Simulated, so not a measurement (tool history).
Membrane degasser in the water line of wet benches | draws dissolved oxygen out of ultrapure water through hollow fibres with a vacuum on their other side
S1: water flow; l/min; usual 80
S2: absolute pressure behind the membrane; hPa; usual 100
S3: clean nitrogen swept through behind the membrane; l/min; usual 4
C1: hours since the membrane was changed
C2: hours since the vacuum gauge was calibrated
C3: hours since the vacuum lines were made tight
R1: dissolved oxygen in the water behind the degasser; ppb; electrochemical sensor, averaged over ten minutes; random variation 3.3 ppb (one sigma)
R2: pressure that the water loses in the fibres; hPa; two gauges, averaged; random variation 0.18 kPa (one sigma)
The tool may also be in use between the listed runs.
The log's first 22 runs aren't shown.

Run 23, hour 862: usual settings but S1 60 l/min, S2 92 hPa, S3 7.46 l/min; C1 1013; C2 8552; C3 6225. Result: R1 134.8 ppb, R2 244.4 hPa.
Run 24, hour 895.6: usual settings but S1 66 l/min, S2 92 hPa, S3 9.84 l/min; C1 1047; C2 8585; C3 6259. Result: R1 122.7 ppb, R2 267.5 hPa.
Run 25, hour 957.3: usual settings but S1 66 l/min, S2 92 hPa, S3 9.84 l/min; C1 1109; C2 8647; C3 6321. Result: R1 123 ppb, R2 264 hPa.
Run 26, hour 988: usual settings but S1 102 l/min, S2 201 hPa, S3 9.61 l/min; C1 1139; C2 8678; C3 6351. Result: R1 493.7 ppb, R2 415.1 hPa.
Run 27, hour 1018.3: usual settings but S1 102 l/min, S2 63 hPa, S3 5.11 l/min; C1 1170; C2 8708; C3 6382. Result: R1 237 ppb, R2 413.1 hPa.
Run 28, hour 1046.1: usual settings but S1 102 l/min, S2 63 hPa, S3 5.11 l/min; C1 1197; C2 8736; C3 6409. Result: R1 232.4 ppb, R2 414.8 hPa.
Run 29, hour 1092.6: usual settings but S1 77 l/min, S2 87 hPa, S3 8.07 l/min; C1 1244; C2 8782; C3 6456. Result: R1 165 ppb, R2 311.8 hPa.
Run 30, hour 1132.8: usual settings but S2 128 hPa; C1 1284; C2 8822; C3 6496. Result: R1 465.6 ppb, R2 322.6 hPa.
At hour 1175.7: vacuum gauge calibrated.
Run 31, hour 1188.4: usual settings but S2 128 hPa; C1 1339; C2 13; C3 6551. Result: R1 450.9 ppb, R2 324.1 hPa.

Forecast each of these 5 alternatives for the next run:
Run A, hour 1225.9: usual settings but S1 53 l/min, S2 66 hPa, S3 3.18 l/min; C1 1377; C2 50; C3 6589. Result: R1 ?, R2 ?.
Run B, hour 1225.9: usual settings but S1 75 l/min, S2 62 hPa, S3 2.45 l/min; C1 1377; C2 50; C3 6589. Result: R1 ?, R2 ?.
Run C, hour 1225.9: usual settings but S1 81 l/min, S2 105 hPa; C1 1377; C2 50; C3 6589. Result: R1 ?, R2 ?.
Run D, hour 1225.9: usual settings but S1 66 l/min, S2 62 hPa, S3 2.18 l/min; C1 1377; C2 50; C3 6589. Result: R1 ?, R2 ?.
Run E, hour 1225.9: usual settings but S1 79 l/min, S2 150 hPa, S3 5.19 l/min; C1 1377; C2 50; C3 6589. Result: R1 ?, R2 ?.

run     R1     R2
  A  136.2  214.1
  B  220.2  305.1
  C  362.6  330.1
  D  209.9  269.5
  E  431.5  318.7
Without the tool's hidden state the same runs would have given:
run     R1     R2
  A  134.5  212.1
  B  217.8  302.2
  C  359.1    327
  D  207.9    267
  E  427.5  315.7
